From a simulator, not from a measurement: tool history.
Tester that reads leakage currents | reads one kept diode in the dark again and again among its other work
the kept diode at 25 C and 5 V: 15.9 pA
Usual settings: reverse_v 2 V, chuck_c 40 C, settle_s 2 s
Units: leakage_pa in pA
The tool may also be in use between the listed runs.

{"run": 1, "hour": 0.0, "reverse_v": 2, "chuck_c": 40, "settle_s": 2, "leakage_pa": 52.32}
{"run": 2, "hour": 43.0, "reverse_v": 2, "chuck_c": 40, "settle_s": 2, "leakage_pa": 52.43}
{"run": 3, "hour": 88.5, "reverse_v": 2, "chuck_c": 40, "settle_s": 2, "leakage_pa": 52.51}
{"hour": 127.4, "done": "chuck's temperature calibrated"}
{"run": 4, "hour": 133.6, "reverse_v": 2, "chuck_c": 40, "settle_s": 2, "leakage_pa": 47.59}
{"run": 5, "hour": 183.1, "reverse_v": 2, "chuck_c": 40, "settle_s": 2, "leakage_pa": 47.57}
{"run": 6, "hour": 247.3, "reverse_v": 2, "chuck_c": 40, "settle_s": 2, "leakage_pa": 47.78}
{"run": 7, "hour": 310.9, "reverse_v": 2, "chuck_c": 40, "settle_s": 2, "leakage_pa": 48.03}
{"run": 8, "hour": 393.8, "reverse_v": 2, "chuck_c": 40, "settle_s": 2, "leakage_pa": 48.45}
{"run": 9, "hour": 456.2, "reverse_v": 2, "chuck_c": 28, "settle_s": 2, "leakage_pa": 17.57}
{"run": 10, "hour": 492.9, "reverse_v": 2, "chuck_c": 53, "settle_s": 2, "leakage_pa": 142.8}
{"run": 11, "hour": 561.7, "reverse_v": 2, "chuck_c": 41, "settle_s": 2, "leakage_pa": 53.45}
{"run": 12, "hour": 626.6, "reverse_v": 2, "chuck_c": 41, "settle_s": 2, "leakage_pa": 53.82}
{"run": 13, "hour": 702.2, "reverse_v": 2, "chuck_c": 41, "settle_s": 2, "leakage_pa": 53.73}
{"run": 14, "hour": 741.7, "reverse_v": 2, "chuck_c": 41, "settle_s": 2, "leakage_pa": 53.95}
{"run": 15, "hour": 804.4, "reverse_v": 2, "chuck_c": 24, "settle_s": 2, "leakage_pa": 13.45}
{"run": 16, "hour": 881.4, "reverse_v": 2, "chuck_c": 24, "settle_s": 2, "leakage_pa": 13.68}
{"run": 17, "hour": 963.3, "reverse_v": 2, "chuck_c": 24, "settle_s": 2, "leakage_pa": 13.73}
{"run": 18, "hour": 1033.0, "reverse_v": 2, "chuck_c": 24, "settle_s": 2, "leakage_pa": 13.92}
{"run": 19, "hour": 1100.0, "reverse_v": 2, "chuck_c": 24, "settle_s": 2, "leakage_pa": 14.12}
{"run": 20, "hour": 1170.7, "reverse_v": 6.73, "chuck_c": 40, "settle_s": 2, "leakage_pa": 87.51}
{"hour": 1179.8, "done": "probe card cleaned and baked"}
{"run": 21, "hour": 1241.4, "reverse_v": 6.73, "chuck_c": 40, "settle_s": 2, "leakage_pa": 90.33}
{"run": 22, "hour": 1316.0, "reverse_v": 6.72, "chuck_c": 30, "settle_s": 9.51, "leakage_pa": 45.16}
{"run": 23, "hour": 1370.3, "reverse_v": 6.72, "chuck_c": 30, "settle_s": 9.51, "leakage_pa": 45.55}
{"run": 24, "hour": 1425.2, "reverse_v": 6.72, "chuck_c": 30, "settle_s": 9.51, "leakage_pa": 46.17}
{"hour": 1495.8, "done": "probe card cleaned and baked, once more"}
{"run": 25, "hour": 1495.8, "reverse_v": 2.17, "chuck_c": 36, "settle_s": 5.11, "leakage_pa": 34.96}
{"run": 26, "hour": 1565.2, "reverse_v": 1.63, "chuck_c": 40, "settle_s": 3.63, "leakage_pa": 45.15}
{"run": 27, "hour": 1623.6, "reverse_v": 2, "chuck_c": 40, "settle_s": 0.84, "leakage_pa": 49.33}
{"run": 28, "hour": 1690.5, "reverse_v": 13.78, "chuck_c": 24, "settle_s": 2, "leakage_pa": 26.57}
{"run": 29, "hour": 1742.4, "reverse_v": 3.12, "chuck_c": 26, "settle_s": 0.42, "leakage_pa": 17.62}
{"run": 30, "hour": 1789.5, "reverse_v": 15.65, "chuck_c": 38, "settle_s": 3.75, "leakage_pa": 93.98}
{"run": 31, "hour": 1855.0, "reverse_v": 12.9, "chuck_c": 50, "settle_s": 2.4, "leakage_pa": 239.65}
{"run": 32, "hour": 1907.5, "reverse_v": 15.83, "chuck_c": 53, "settle_s": 0.34, "leakage_pa": 333.88}
{"run": 33, "hour": 1964.2, "reverse_v": 10.69, "chuck_c": 43, "settle_s": 0.43, "leakage_pa": 128.72}
{"run": 34, "hour": 2015.4, "reverse_v": 4.3, "chuck_c": 43, "settle_s": 0.73, "leakage_pa": 89.13}
{"run": 35, "hour": 2086.0, "reverse_v": 1.68, "chuck_c": 43, "settle_s": 0.4, "leakage_pa": 61.9}
{"run": 36, "hour": 2123.5, "reverse_v": 1.68, "chuck_c": 43, "settle_s": 0.4, "leakage_pa": 61.97}
{"run": 37, "hour": 2170.9, "reverse_v": 2.85, "chuck_c": 40, "settle_s": 1.34, "leakage_pa": 59}
{"run": 38, "hour": 2238.1, "reverse_v": 3.63, "chuck_c": 24, "settle_s": 0.8, "leakage_pa": 17.16}
{"run": 39, "hour": 2297.9, "reverse_v": 14.96, "chuck_c": 29, "settle_s": 2, "leakage_pa": 50.69}
{"run": 40, "hour": 2363.9, "reverse_v": 6.17, "chuck_c": 50, "settle_s": 2, "leakage_pa": 185.59}

Forecast each of these 4 alternatives for the next run:
{"run": "A", "hour": 2415.9, "reverse_v": 6.17, "chuck_c": 51, "settle_s": 2, "leakage_pa": "?"}
{"run": "B", "hour": 2415.9, "reverse_v": 6.13, "chuck_c": 28, "settle_s": 5.73, "leakage_pa": "?"}
{"run": "C", "hour": 2415.9, "reverse_v": 2.69, "chuck_c": 50, "settle_s": 2, "leakage_pa": "?"}
{"run": "D", "hour": 2415.9, "reverse_v": 2, "chuck_c": 40, "settle_s": 9.88, "leakage_pa": "?"}

run=A leakage_pa=203.01
run=B leakage_pa=30.89
run=C leakage_pa=135.21
run=D leakage_pa=52.11
Without the tool's hidden state the same runs would have given:
run=A leakage_pa=178.91
run=B leakage_pa=23.21
run=C leakage_pa=120.1
run=D leakage_pa=45.37
